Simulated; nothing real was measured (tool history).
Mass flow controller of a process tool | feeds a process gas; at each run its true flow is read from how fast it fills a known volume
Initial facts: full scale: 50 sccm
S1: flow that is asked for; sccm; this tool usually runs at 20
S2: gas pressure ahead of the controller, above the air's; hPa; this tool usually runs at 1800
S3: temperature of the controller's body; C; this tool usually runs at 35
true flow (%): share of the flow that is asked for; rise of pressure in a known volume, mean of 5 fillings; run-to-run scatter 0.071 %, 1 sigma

Run 1, day 0.000: usual settings. Result: true flow (%) 100.35.
Run 2, day 17.067: usual settings. Result: true flow (%) 100.48.
Run 3, day 31.362: usual settings but S1 8 sccm. Result: true flow (%) 100.29.
Run 4, day 44.329: usual settings but S3 37 C. Result: true flow (%) 100.67.
Run 5, day 53.550: usual settings but S3 37 C. Result: true flow (%) 100.79.
Run 6, day 65.125: usual settings but S3 37 C. Result: true flow (%) 100.88.
Run 7, day 78.883: usual settings but S2 1620 hPa, S3 24 C. Result: true flow (%) 99.83.
Run 8, day 96.975: usual settings but S1 23 sccm, S2 2730 hPa, S3 23 C. Result: true flow (%) 99.67.
Run 9, day 110.946: usual settings but S1 23 sccm, S2 2730 hPa, S3 23 C. Result: true flow (%) 99.84.
Run 10, day 120.608: usual settings but S1 43 sccm, S2 1900 hPa, S3 21 C. Result: true flow (%) 100.09.
Run 11, day 130.021: usual settings but S1 43 sccm, S2 1710 hPa, S3 21 C. Result: true flow (%) 100.14.

Not shown here: 1 entry made in the log between runs. Locate each between two listed runs and compare the hidden state at the listed run before it with the hidden state at the listed run after it:
Run 1 -> run 2: controller's zero set anew (day 7.462)
  flow at rest that the sensor doesn't see, % of full scale: 0.003 -> 0; drift of the gauge itself on true_pct, %: 0 -> 0.08
  measured minus no-state result, true flow (%): +0.01 -> +0.08
